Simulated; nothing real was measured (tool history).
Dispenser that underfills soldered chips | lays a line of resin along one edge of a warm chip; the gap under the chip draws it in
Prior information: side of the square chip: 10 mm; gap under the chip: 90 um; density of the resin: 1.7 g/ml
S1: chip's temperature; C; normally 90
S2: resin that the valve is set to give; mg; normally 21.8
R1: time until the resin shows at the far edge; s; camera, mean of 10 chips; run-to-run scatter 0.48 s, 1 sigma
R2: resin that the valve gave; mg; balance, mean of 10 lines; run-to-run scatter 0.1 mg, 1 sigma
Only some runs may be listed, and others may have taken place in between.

Run 1, day 0.000: usual settings. Result: R1 40.1 s, R2 20.85 mg.
Run 2, day 0.121: usual settings. Result: R1 43.2 s, R2 20.89 mg.
Run 3, day 0.233: usual settings but S2 24.7 mg. Result: R1 44.5 s, R2 23.53 mg.
Run 4, day 0.371: usual settings but S2 24.7 mg. Result: R1 48.4 s, R2 23.52 mg.
At day 0.488: new syringe of resin.
Run 5, day 0.538: usual settings. Result: R1 39.9 s, R2 20.66 mg.
Run 6, day 0.733: usual settings. Result: R1 44.4 s, R2 20.70 mg.
Run 7, day 0.829: usual settings. Result: R1 46.1 s, R2 20.45 mg.
Run 8, day 0.975: usual settings. Result: R1 49.8 s, R2 20.35 mg.
At day 1.067: new syringe of resin.
Run 9, day 1.208: usual settings. Result: R1 41.2 s, R2 20.51 mg.
Run 10, day 1.308: usual settings but S1 78 C. Result: R1 66.1 s, R2 20.60 mg.
Run 11, day 1.483: usual settings but S1 94 C. Result: R1 40.6 s, R2 20.49 mg.
At day 1.654: new syringe of resin.
Run 12, day 1.675: usual settings but S1 94 C. Result: R1 33.9 s, R2 20.36 mg.
Run 13, day 1.908: usual settings but S1 83 C. Result: R1 56.4 s, R2 20.29 mg.
Run 14, day 2.071: usual settings. Result: R1 47.0 s, R2 20.43 mg.
At day 2.238: new syringe of resin.
Run 15, day 2.242: usual settings but S1 86 C, S2 26.5 mg. Result: R1 43.7 s, R2 24.72 mg.
Run 16, day 2.367: usual settings but S1 84 C, S2 18.9 mg. Result: R1 55.0 s, R2 17.61 mg.
Run 17, day 2.483: usual settings but S2 22.0 mg. Result: R1 43.6 s, R2 20.60 mg.
Run 18, day 2.608: usual settings but S2 22.0 mg. Result: R1 47.4 s, R2 20.42 mg.
Run 19, day 2.721: usual settings but S2 22.0 mg. Result: R1 48.7 s, R2 20.45 mg.
At day 2.825: new syringe of resin.
Run 20, day 2.929: usual settings but S1 87 C, S2 21.6 mg. Result: R1 44.8 s, R2 20.00 mg.
Run 21, day 3.050: usual settings but S1 78 C, S2 19.2 mg. Result: R1 69.4 s, R2 17.81 mg.
Run 22, day 3.250: usual settings but S1 78 C, S2 19.2 mg. Result: R1 75.4 s, R2 17.77 mg.
Run 23, day 3.383: usual settings but S1 100 C, S2 25.8 mg. Result: R1 34.8 s, R2 23.79 mg.
At day 3.412: new syringe of resin.
Run 24, day 3.571: usual settings but S1 105 C, S2 22.2 mg. Result: R1 25.6 s, R2 20.29 mg.
Run 25, day 3.804: usual settings but S1 105 C, S2 22.2 mg. Result: R1 28.5 s, R2 20.37 mg.
At day 3.988: new syringe of resin.
Run 26, day 3.996: usual settings but S1 86 C, S2 19.2 mg. Result: R1 47.2 s, R2 17.55 mg.
Run 27, day 4.183: usual settings but S1 99 C, S2 19.5 mg. Result: R1 33.5 s, R2 17.87 mg.
Run 28, day 4.404: usual settings but S1 99 C, S2 19.5 mg. Result: R1 37.5 s, R2 17.82 mg.

For some of the steps in R1 from one run to the next: how much would appear even if the tool had no hidden state, given the settings, what came in and random variation, and how much remains for the hidden state plus any gauge scatter that the measured result and the result without hidden state don't share?
The hidden state here: resin's viscosity, % of fresh resin's; dose that the valve gives, % of what is set; true chip temperature over the reading, C; drift of the gauge itself on fill_s, %; drift of the gauge itself on given_mg, %.
Run 4 -> 5: S2 24.7 -> 21.8, new syringe of resin. R1 -8.5 s: hidden state -9.0, all else +0.5.
Run 10 -> 11: S1 78 -> 94. R1 -25.5 s: hidden state -0.3, all else -25.2.
Run 14 -> 15: S1 90 -> 86, S2 21.8 -> 26.5, new syringe of resin. R1 -3.3 s: hidden state -8.5, all else +5.2.
Run 22 -> 23: S1 78 -> 100, S2 19.2 -> 25.8. R1 -40.6 s: hidden state -7.6, all else -33.0.

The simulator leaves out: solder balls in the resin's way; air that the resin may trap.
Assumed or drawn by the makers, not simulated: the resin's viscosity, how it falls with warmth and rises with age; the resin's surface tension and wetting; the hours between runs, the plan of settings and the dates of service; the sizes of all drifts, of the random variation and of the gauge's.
